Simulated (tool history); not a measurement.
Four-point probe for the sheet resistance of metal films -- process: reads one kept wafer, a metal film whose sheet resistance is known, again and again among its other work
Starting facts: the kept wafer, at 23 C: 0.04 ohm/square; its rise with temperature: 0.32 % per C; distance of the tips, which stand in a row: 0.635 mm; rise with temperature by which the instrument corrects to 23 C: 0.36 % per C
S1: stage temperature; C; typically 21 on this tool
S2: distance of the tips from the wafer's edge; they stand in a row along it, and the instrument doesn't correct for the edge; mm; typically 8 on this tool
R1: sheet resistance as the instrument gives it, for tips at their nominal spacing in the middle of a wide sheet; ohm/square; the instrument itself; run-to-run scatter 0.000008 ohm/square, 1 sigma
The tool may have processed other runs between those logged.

run,hour,S1,S2,R1
1,0,21,8,0.040487
2,29.2,21,25,0.040345
3,59.9,21,13,0.040409
4,92.4,21,13,0.040404
5,139.6,21,13,0.04042
6,163.6,21,8,0.040495
7,197.7,21,8,0.040494
8,229.2,21,8,0.04049
9,269.5,21,8,0.040513
10,306.6,21,40,0.040361
11,353.6,21,40,0.040375
12,401.9,30,8,0.040369
13,424.4,21,8,0.040506
14,456,21,8,0.040505
15,496.2,21,8,0.040536
16,521.8,21,8,0.04052

What will run 17 give?
17,568.5,21,8,?

R1: 0.040536 ohm/square
If the tool had no hidden condition, the same run with the same run-to-run variation would have returned R1 0.040181 ohm/square.

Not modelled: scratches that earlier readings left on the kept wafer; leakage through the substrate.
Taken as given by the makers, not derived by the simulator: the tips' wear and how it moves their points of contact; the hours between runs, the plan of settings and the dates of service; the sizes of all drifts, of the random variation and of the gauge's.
